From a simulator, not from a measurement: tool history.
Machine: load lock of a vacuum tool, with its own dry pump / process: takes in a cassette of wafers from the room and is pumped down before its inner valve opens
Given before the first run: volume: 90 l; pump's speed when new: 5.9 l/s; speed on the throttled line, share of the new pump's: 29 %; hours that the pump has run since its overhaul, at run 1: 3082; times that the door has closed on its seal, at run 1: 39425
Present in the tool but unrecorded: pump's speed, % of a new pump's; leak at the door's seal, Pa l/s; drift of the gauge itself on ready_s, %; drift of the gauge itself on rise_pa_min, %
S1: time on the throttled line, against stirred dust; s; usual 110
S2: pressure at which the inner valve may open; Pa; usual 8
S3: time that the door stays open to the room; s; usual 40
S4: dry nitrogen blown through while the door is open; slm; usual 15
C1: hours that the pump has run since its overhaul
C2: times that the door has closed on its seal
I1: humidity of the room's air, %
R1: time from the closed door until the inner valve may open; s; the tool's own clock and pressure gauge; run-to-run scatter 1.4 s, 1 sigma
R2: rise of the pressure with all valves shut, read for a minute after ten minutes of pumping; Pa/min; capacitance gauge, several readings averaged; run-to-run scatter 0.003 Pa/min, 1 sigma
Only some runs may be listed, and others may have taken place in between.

run 1 hour=0.0 | S1=110 S2=8 S3=40 S4=15 | C1=3082 C2=39425 | I1=45.4 | R1=230.0 R2=0.436
run 2 hour=252.2 | S1=110 S2=8 S3=40 S4=15 | C1=3334 C2=40347 | I1=47.8 | R1=230.0 R2=0.453
run 3 hour=393.6 | S1=110 S2=8 S3=40 S4=15 | C1=3476 C2=40864 | I1=40.2 | R1=232.0 R2=0.463
run 4 hour=609.3 | S1=110 S2=8 S3=40 S4=15 | C1=3691 C2=41653 | I1=46.6 | R1=231.9 R2=0.476
run 5 hour=882.8 | S1=110 S2=8 S3=40 S4=15 | C1=3965 C2=42653 | I1=43.3 | R1=234.8 R2=0.486
run 6 hour=1032.2 | S1=110 S2=8 S3=202 S4=15 | C1=4114 C2=43200 | I1=42.2 | R1=231.8 R2=0.534
run 7 hour=1332.4 | S1=110 S2=8 S3=202 S4=15 | C1=4414 C2=44297 | I1=45.7 | R1=234.7 R2=0.559
run 8 hour=1655.8 | S1=110 S2=6 S3=40 S4=15 | C1=4738 C2=45480 | I1=46.1 | R1=235.9 R2=0.552
run 9 hour=1972.9 | S1=74 S2=8 S3=40 S4=15 | C1=5055 C2=46639 | I1=46.3 | R1=208.9 R2=0.569
run 10 hour=2199.7 | S1=58 S2=8 S3=40 S4=15 | C1=5282 C2=47468 | I1=45.4 | R1=196.8 R2=0.576
run 11 hour=2392.7 | S1=138 S2=8 S3=40 S4=15 | C1=5475 C2=48174 | I1=43.9 | R1=252.8 R2=0.596
run 12 hour=2668.6 | S1=110 S2=8 S3=40 S4=4 | C1=5751 C2=49183 | I1=47.3 | R1=230.8 R2=0.618
run 13 hour=2884.9 | S1=110 S2=8 S3=40 S4=15 | C1=5967 C2=49974 | I1=43.5 | R1=235.6 R2=0.616
run 14 hour=3168.6 | S1=110 S2=8 S3=43 S4=11 | C1=6251 C2=51011 | I1=46.5 | R1=233.4 R2=0.640
run 15 hour=3336.8 | S1=110 S2=13 S3=178 S4=10 | C1=6419 C2=51626 | I1=46.6 | R1=226.8 R2=0.685
run 16 hour=3500.0 | S1=110 S2=8 S3=40 S4=21 | C1=6582 C2=52222 | I1=41.1 | R1=234.6 R2=0.659
run 17 hour=3713.4 | S1=110 S2=8 S3=40 S4=21 | C1=6795 C2=53003 | I1=42.6 | R1=235.3 R2=0.682
run 18 hour=4025.7 | S1=110 S2=8 S3=40 S4=21 | C1=7108 C2=54145 | I1=41.5 | R1=237.5 R2=0.703
run 19 hour=4350.0 | S1=162 S2=6 S3=40 S4=21 | C1=7432 C2=55330 | I1=46.4 | R1=281.6 R2=0.731
-- hour=4449.4 door's seal changed, seat wiped
run 20 hour=4686.5 | S1=162 S2=6 S3=40 S4=21 | C1=7767 C2=867 | I1=46.0 | R1=275.8 R2=0.011
run 21 hour=4895.2 | S1=110 S2=15 S3=40 S4=8 | C1=7976 C2=1630 | I1=46.1 | R1=226.4 R2=0.023
run 22 hour=5177.5 | S1=139 S2=15 S3=40 S4=45 | C1=8258 C2=2663 | I1=44.9 | R1=244.4 R2=0.016
run 23 hour=5330.6 | S1=107 S2=10 S3=90 S4=31 | C1=8411 C2=3222 | I1=43.8 | R1=234.2 R2=0.031
run 24 hour=5565.4 | S1=110 S2=7 S3=169 S4=15 | C1=8646 C2=4081 | I1=46.8 | R1=245.7 R2=0.058
run 25 hour=5818.0 | S1=81 S2=16 S3=169 S4=10 | C1=8898 C2=5004 | I1=48.2 | R1=206.1 R2=0.065
run 26 hour=6133.2 | S1=110 S2=8 S3=40 S4=20 | C1=9214 C2=6157 | I1=44.4 | R1=241.8 R2=0.046

Pick out some run-to-run changes in R1. Of each, how much would a tool without hidden state show as well, from the settings, what came in and chance, and how much is left for the hidden state and any gauge scatter not in both results compared?
Run 10 -> 11: S1 58 -> 138. R1 +56.0 s: hidden state -2.1, all else +58.1.
Run 20 -> 21: S1 162 -> 110, S2 6 -> 15, S4 21 -> 8. R1 -49.4 s: hidden state +0.2, all else -49.6.
Run 22 -> 23: S1 139 -> 107, S2 15 -> 10, S3 40 -> 90, S4 45 -> 31. R1 -10.2 s: hidden state +3.0, all else -13.2.

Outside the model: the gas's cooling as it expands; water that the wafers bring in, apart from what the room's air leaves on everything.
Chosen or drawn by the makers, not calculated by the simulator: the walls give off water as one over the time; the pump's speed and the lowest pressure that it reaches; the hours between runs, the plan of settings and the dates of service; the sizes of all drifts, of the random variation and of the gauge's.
